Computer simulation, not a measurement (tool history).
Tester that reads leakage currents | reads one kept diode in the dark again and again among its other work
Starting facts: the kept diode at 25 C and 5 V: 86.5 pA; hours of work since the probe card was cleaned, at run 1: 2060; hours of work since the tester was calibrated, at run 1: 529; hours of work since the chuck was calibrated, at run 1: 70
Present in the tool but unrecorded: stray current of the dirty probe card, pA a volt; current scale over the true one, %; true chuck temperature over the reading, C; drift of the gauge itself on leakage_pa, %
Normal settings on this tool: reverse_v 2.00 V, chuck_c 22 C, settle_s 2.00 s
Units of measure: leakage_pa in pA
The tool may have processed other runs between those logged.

| run | hour | reverse_v | chuck_c | settle_s | hours of work since the probe card was cleaned | hours of work since the tester was calibrated | hours of work since the chuck was calibrated | leakage_pa |
|---|---|---|---|---|---|---|---|---|
| 1 | 0.0 | 2.00 | 22 | 2.00 | 2060 | 529 | 70 | 51.72 |
| 2 | 107.9 | 2.00 | 22 | 2.00 | 2134 | 603 | 144 | 51.79 |
|  | 120.6 | probe card cleaned and baked |
| 3 | 235.6 | 2.00 | 22 | 2.00 | 79 | 689 | 230 | 51.22 |
| 4 | 364.1 | 2.00 | 22 | 2.00 | 167 | 777 | 318 | 51.56 |
| 5 | 583.1 | 2.00 | 22 | 2.00 | 317 | 927 | 468 | 51.81 |
| 6 | 731.1 | 2.00 | 22 | 2.00 | 419 | 1029 | 570 | 51.66 |
| 7 | 852.3 | 2.00 | 22 | 1.34 | 502 | 1112 | 653 | 51.65 |
| 8 | 968.8 | 2.00 | 22 | 2.00 | 582 | 1192 | 733 | 51.54 |
| 9 | 1070.4 | 2.00 | 22 | 2.00 | 652 | 1262 | 803 | 51.29 |
| 10 | 1172.1 | 2.00 | 22 | 2.00 | 721 | 1331 | 872 | 51.97 |
| 11 | 1366.7 | 2.00 | 22 | 0.84 | 855 | 1465 | 1006 | 51.73 |
| 12 | 1565.0 | 2.00 | 22 | 0.84 | 991 | 1601 | 1142 | 51.71 |
| 13 | 1776.4 | 2.00 | 22 | 2.00 | 1136 | 1746 | 1287 | 51.28 |
| 14 | 1901.1 | 2.00 | 47 | 2.00 | 1222 | 1832 | 1373 | 301.18 |
| 15 | 2079.6 | 2.00 | 47 | 2.00 | 1344 | 1954 | 1495 | 301.90 |
| 16 | 2206.8 | 2.00 | 21 | 2.00 | 1431 | 2041 | 1582 | 47.53 |
|  | 2403.3 | chuck's temperature calibrated |
| 17 | 2422.1 | 4.32 | 21 | 2.00 | 1578 | 2188 | 13 | 61.53 |
| 18 | 2537.3 | 4.32 | 21 | 2.00 | 1657 | 2267 | 92 | 61.33 |
| 19 | 2687.8 | 19.23 | 41 | 2.87 | 1760 | 2370 | 195 | 418.05 |
| 20 | 2908.7 | 19.23 | 41 | 2.87 | 1912 | 2522 | 347 | 418.57 |
| 21 | 3071.2 | 5.54 | 33 | 3.31 | 2023 | 2633 | 458 | 160.59 |
|  | 3240.1 | probe card cleaned and baked |
| 22 | 3263.4 | 10.08 | 42 | 2.00 | 16 | 2763 | 588 | 362.40 |
| 23 | 3484.9 | 5.08 | 42 | 1.02 | 168 | 2915 | 740 | 290.85 |
| 24 | 3660.4 | 1.41 | 41 | 2.00 | 288 | 3035 | 860 | 181.22 |
| 25 | 3881.5 | 2.00 | 24 | 0.83 | 440 | 3187 | 1012 | 60.74 |
| 26 | 4040.7 | 2.00 | 46 | 0.83 | 549 | 3296 | 1121 | 282.99 |
| 27 | 4189.0 | 2.00 | 46 | 0.83 | 651 | 3398 | 1223 | 282.08 |
| 28 | 4386.5 | 2.00 | 46 | 0.83 | 787 | 3533 | 1359 | 282.40 |
| 29 | 4528.1 | 2.26 | 46 | 1.46 | 884 | 3631 | 1456 | 293.65 |
| 30 | 4701.5 | 4.21 | 57 | 5.49 | 1003 | 3750 | 1575 | 718.45 |
| 31 | 4798.5 | 12.70 | 22 | 3.98 | 1069 | 3816 | 1641 | 93.10 |

Forecast each of these 3 alternatives for the next run:
|  | 4897.4 | chuck's temperature calibrated |
| A | 4981.4 | 1.50 | 32 | 1.34 | 1193 | 3940 | 58 | ? |
|  | 4897.4 | chuck's temperature calibrated |
| B | 4981.4 | 12.70 | 58 | 3.98 | 1193 | 3940 | 58 | ? |
|  | 4897.4 | chuck's temperature calibrated |
| C | 4981.4 | 2.00 | 53 | 2.00 | 1193 | 3940 | 58 | ? |

| run | leakage_pa |
|---|---|
| A | 98.43 |
| B | 1087.69 |
| C | 441.78 |
Without the tool's hidden state the same runs would have given:
| run | leakage_pa |
|---|---|
| A | 98.43 |
| B | 1087.70 |
| C | 441.81 |

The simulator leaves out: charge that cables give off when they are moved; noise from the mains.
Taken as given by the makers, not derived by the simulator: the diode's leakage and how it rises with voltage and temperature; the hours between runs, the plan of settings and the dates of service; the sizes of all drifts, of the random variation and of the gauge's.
